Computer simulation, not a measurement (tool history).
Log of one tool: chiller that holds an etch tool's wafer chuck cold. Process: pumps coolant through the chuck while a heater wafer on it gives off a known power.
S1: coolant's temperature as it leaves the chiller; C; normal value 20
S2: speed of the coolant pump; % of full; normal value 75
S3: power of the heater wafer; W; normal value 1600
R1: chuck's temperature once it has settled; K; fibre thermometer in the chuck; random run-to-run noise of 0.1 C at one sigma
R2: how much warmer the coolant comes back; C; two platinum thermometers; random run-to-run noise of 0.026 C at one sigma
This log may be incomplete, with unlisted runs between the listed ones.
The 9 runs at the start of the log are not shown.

{"run": 10, "day": 34.538, "S1": 20, "S2": 70, "S3": 1600, "R1": 312.15, "R2": 4.79}
{"run": 11, "day": 39.25, "S1": 20, "S2": 70, "S3": 1600, "R1": 312.25, "R2": 4.79}
{"run": 12, "day": 43.338, "S1": 20, "S2": 75, "S3": 952, "R1": 304.05, "R2": 2.7}
{"run": 13, "day": 47.229, "S1": 20, "S2": 75, "S3": 1111, "R1": 306.05, "R2": 3.11}
{"run": 14, "day": 49.746, "S1": 20, "S2": 75, "S3": 1111, "R1": 305.95, "R2": 3.09}
{"day": 51.638, "done": "chiller's thermometer calibrated"}
{"run": 15, "day": 53.429, "S1": 20, "S2": 75, "S3": 1111, "R1": 305.95, "R2": 3.13}
{"run": 16, "day": 56.746, "S1": 20, "S2": 97, "S3": 1600, "R1": 309.15, "R2": 3.53}
{"run": 17, "day": 60.329, "S1": 20, "S2": 81, "S3": 1600, "R1": 310.65, "R2": 4.16}
{"run": 18, "day": 62.888, "S1": 20, "S2": 83, "S3": 898, "R1": 302.75, "R2": 2.31}
{"run": 19, "day": 67.654, "S1": 20, "S2": 83, "S3": 898, "R1": 302.95, "R2": 2.31}
{"run": 20, "day": 72.221, "S1": 26, "S2": 92, "S3": 968, "R1": 309.15, "R2": 2.26}
{"run": 21, "day": 75.296, "S1": 23, "S2": 79, "S3": 2136, "R1": 320.45, "R2": 5.79}
{"run": 22, "day": 80.192, "S1": 12, "S2": 79, "S3": 1150, "R1": 298.25, "R2": 3.05}
{"day": 80.688, "done": "coolant pump overhauled"}
{"run": 23, "day": 84.221, "S1": 19, "S2": 63, "S3": 1784, "R1": 315.35, "R2": 6.08}
{"run": 24, "day": 87.396, "S1": 19, "S2": 63, "S3": 1784, "R1": 315.45, "R2": 6.07}
{"run": 25, "day": 90.921, "S1": 22, "S2": 92, "S3": 1600, "R1": 312.25, "R2": 3.74}
{"run": 26, "day": 94.996, "S1": 14, "S2": 75, "S3": 1600, "R1": 306.25, "R2": 4.57}
{"run": 27, "day": 99.129, "S1": 22, "S2": 72, "S3": 1600, "R1": 314.65, "R2": 4.79}
{"run": 28, "day": 102.079, "S1": 29, "S2": 79, "S3": 1131, "R1": 315.35, "R2": 3.11}
{"run": 29, "day": 106.046, "S1": 26, "S2": 85, "S3": 939, "R1": 309.75, "R2": 2.36}
{"day": 108.221, "done": "coolant pump overhauled, once more"}
{"run": 30, "day": 108.975, "S1": 28, "S2": 72, "S3": 858, "R1": 311.75, "R2": 2.49}
{"run": 31, "day": 113.792, "S1": 28, "S2": 72, "S3": 858, "R1": 311.65, "R2": 2.52}
{"run": 32, "day": 118.229, "S1": 10, "S2": 71, "S3": 1600, "R1": 302.85, "R2": 4.73}

Expected results for the next run?
{"run": 33, "day": 120.508, "S1": 10, "S2": 71, "S3": 1600, "R1": "?", "R2": "?"}

Run 33 gave R1 302.65 K, R2 4.72 C.
If the tool had no hidden condition, the same run with the same run-to-run variation would have returned R1 299.75 K, R2 4.70 C.
